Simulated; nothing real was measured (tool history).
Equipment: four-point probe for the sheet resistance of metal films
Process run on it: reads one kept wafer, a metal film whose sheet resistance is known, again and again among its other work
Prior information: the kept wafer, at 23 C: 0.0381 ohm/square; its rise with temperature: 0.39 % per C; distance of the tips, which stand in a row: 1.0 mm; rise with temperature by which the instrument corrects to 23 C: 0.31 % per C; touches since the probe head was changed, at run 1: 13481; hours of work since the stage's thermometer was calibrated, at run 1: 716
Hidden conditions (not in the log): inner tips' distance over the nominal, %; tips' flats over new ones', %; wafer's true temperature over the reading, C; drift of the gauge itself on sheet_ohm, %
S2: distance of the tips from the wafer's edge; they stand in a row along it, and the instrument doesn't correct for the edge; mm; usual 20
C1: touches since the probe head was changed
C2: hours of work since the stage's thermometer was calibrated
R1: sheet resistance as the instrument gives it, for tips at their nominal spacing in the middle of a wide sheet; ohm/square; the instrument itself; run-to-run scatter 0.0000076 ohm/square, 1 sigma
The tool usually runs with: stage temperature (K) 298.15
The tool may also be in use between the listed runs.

run 1 hour=0 | stage_temperature_(K)=298.15 S2=20 | C1=13481 C2=716 | R1=0.038478
run 2 hour=56.6 | stage_temperature_(K)=298.15 S2=20 | C1=15167 C2=761 | R1=0.038496
run 3 hour=161.4 | stage_temperature_(K)=298.15 S2=20 | C1=18291 C2=844 | R1=0.038477
run 4 hour=250.3 | stage_temperature_(K)=298.15 S2=20 | C1=20943 C2=914 | R1=0.038511
-- hour=257.7 stage's thermometer calibrated
run 5 hour=350.9 | stage_temperature_(K)=306.15 S2=20 | C1=23927 C2=74 | R1=0.038712
run 6 hour=411.9 | stage_temperature_(K)=307.15 S2=20 | C1=25744 C2=122 | R1=0.038762
run 7 hour=492.1 | stage_temperature_(K)=307.15 S2=20 | C1=28136 C2=185 | R1=0.038747
run 8 hour=545 | stage_temperature_(K)=291.15 S2=74 | C1=29712 C2=227 | R1=0.038264
run 9 hour=628.8 | stage_temperature_(K)=298.15 S2=19 | C1=32211 C2=293 | R1=0.03853
-- hour=657.2 stage's thermometer calibrated, once more
run 10 hour=737.7 | stage_temperature_(K)=308.15 S2=20 | C1=35442 C2=64 | R1=0.038846

Describe how what the log doesn't record of the tool's condition differs between the last listed run preceding each entry between runs and the first listed run following it.
After run 4, before run 5: stage's thermometer calibrated (hour 257.7)
  inner tips' distance over the nominal, %: 0.749 -> 0.771; tips' flats over new ones', %: 20 -> 23; wafer's true temperature over the reading, C: -0.15 -> -0.18
  measured less the result without the state, R1: +0.000288 -> +0.000296 ohm/square
After run 9, before run 10: stage's thermometer calibrated, once more (hour 657.2)
  inner tips' distance over the nominal, %: 0.839 -> 0.865; tips' flats over new ones', %: 32 -> 35; wafer's true temperature over the reading, C: -0.2 -> 0
  measured less the result without the state, R1: +0.000318 -> +0.000361 ohm/square
